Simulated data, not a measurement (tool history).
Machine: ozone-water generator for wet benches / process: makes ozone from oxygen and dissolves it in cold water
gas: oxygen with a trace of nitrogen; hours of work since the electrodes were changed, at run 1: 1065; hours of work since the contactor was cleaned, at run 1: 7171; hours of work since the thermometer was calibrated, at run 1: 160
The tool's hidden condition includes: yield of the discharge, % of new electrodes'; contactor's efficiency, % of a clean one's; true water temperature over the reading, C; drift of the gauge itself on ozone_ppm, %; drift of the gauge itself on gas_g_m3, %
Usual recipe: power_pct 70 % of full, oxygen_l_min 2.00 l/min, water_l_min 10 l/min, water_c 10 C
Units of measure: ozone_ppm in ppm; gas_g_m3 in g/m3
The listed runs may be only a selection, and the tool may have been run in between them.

run,hour,power_pct,oxygen_l_min,water_l_min,water_c,hours of work since the electrodes were changed,hours of work since the contactor was cleaned,hours of work since the thermometer was calibrated,ozone_ppm,gas_g_m3
1,0.0,70,2.00,10,10,1065,7171,160,19.9,187.9
2,48.1,70,2.00,10,10,1096,7202,190,19.8,189.7
3,91.2,70,2.00,10,10,1123,7229,217,19.9,189.2
4,154.0,70,2.00,10,10,1162,7268,257,19.8,188.8
5,217.3,70,2.00,8,10,1202,7308,296,24.2,189.0
6,269.2,70,2.00,8,10,1235,7341,329,24.3,187.4
7,301.5,52,2.00,8,10,1255,7361,350,19.7,156.7
# hour 305.4: water thermometer calibrated
8,346.5,70,2.00,11,10,1283,7389,26,18.2,187.4
9,384.0,80,2.00,10,10,1307,7413,50,21.3,203.5

Run 10 comes next. What will it give?
10,435.4,41,3.14,10,13,1339,7445,82,?,?

ozone_ppm: 15.8 ppm
gas_g_m3: 118.2 g/m3
On a tool with no hidden condition, and with the same random variation, this run would have come out at ozone_ppm 16.7 ppm, gas_g_m3 119.9 g/m3.
